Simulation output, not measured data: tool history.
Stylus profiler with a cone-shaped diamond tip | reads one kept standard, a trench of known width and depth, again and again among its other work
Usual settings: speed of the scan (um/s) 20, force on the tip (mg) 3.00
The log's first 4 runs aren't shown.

run   hour  speed of the scan (um/s)  force on the tip (mg)  depth of the trench (Å)  width of the trench's floor (µm)
  5  148.1                        41                   6.44                   2035.7                             97.33
  6  175.4                        43                   3.00                   2021.4                             97.27
  7  224.5                        20                   3.00                   2020.9                             97.34
  8  271.9                        20                   6.51                   2036.5                             97.37
  9  311.3                        20                   6.51                   2036.4                             97.36
 10  361.6                        73                   3.00                   2020.2                             97.08
 11  399.4                        73                   3.00                   2019.9                             97.06
 12  441.3                        73                   3.00                   2019.8                             97.05
 13  493.6                        20                   5.53                   2032.4                             97.29
 14  527.9                        20                   5.53                   2032.0                             97.23
 15  572.3                        20                   5.53                   2031.6                             97.28
 16  619.0                        20                   3.00                   2019.3                             97.24
 17  664.8                        20                   3.00                   2020.1                             97.17
 18  712.4                        20                   3.00                   2019.8                             97.16
 19  749.2                        20                   3.00                   2020.1                             97.18
 20  793.5                        20                   3.00                   2020.0                             97.16
 21  817.8                        20                   3.00                   2019.2                             97.13
 22  859.9                        20                   3.00                   2020.1                             97.12
 23  887.7                        20                   3.00                   2019.3                             97.17
 24  934.0                        20                   3.00                   2019.3                             97.11
 25  986.9                        20                   2.27                   2014.3                             97.09

Forecast run 26:
 26  1040.9                        20                   2.27                        ?                                 ?

Run 26 gave depth of the trench (Å) 2015.4, width of the trench's floor (µm) 97.11.
Without the tool's hidden state the same run would have given depth of the trench (Å) 2020.2, width of the trench's floor (µm) 97.98.
